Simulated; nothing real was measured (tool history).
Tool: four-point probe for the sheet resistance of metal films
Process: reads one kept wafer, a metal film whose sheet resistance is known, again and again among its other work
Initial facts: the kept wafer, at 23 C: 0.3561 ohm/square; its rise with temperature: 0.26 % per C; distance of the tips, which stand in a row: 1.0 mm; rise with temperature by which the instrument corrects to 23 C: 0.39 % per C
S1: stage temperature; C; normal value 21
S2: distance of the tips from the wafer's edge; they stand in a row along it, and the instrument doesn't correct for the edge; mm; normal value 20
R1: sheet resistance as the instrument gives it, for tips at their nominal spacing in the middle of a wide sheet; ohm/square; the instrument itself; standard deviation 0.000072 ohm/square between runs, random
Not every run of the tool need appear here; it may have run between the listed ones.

run,day,S1,S2,R1
1,0.000,21,20,0.356815
2,0.458,21,20,0.356969
3,0.917,21,22,0.356821
4,1.362,21,20,0.357052
5,1.758,21,20,0.356923
6,2.417,25,20,0.355174
7,2.788,25,20,0.355038
8,3.250,21,20,0.357115
9,4.029,25,20,0.355002
10,4.525,21,20,0.356908
11,5.083,18,20,0.358511
12,5.717,18,20,0.358463
13,6.092,18,20,0.358578
14,6.675,21,20,0.357145
15,7.012,21,20,0.357025
16,7.779,21,20,0.357085

What will run 17 give?
17,8.204,21,20,?

Run 17 produced R1 0.357126 ohm/square.
If the tool had no hidden condition, the same run with the same run-to-run variation would have returned R1 0.357564 ohm/square.

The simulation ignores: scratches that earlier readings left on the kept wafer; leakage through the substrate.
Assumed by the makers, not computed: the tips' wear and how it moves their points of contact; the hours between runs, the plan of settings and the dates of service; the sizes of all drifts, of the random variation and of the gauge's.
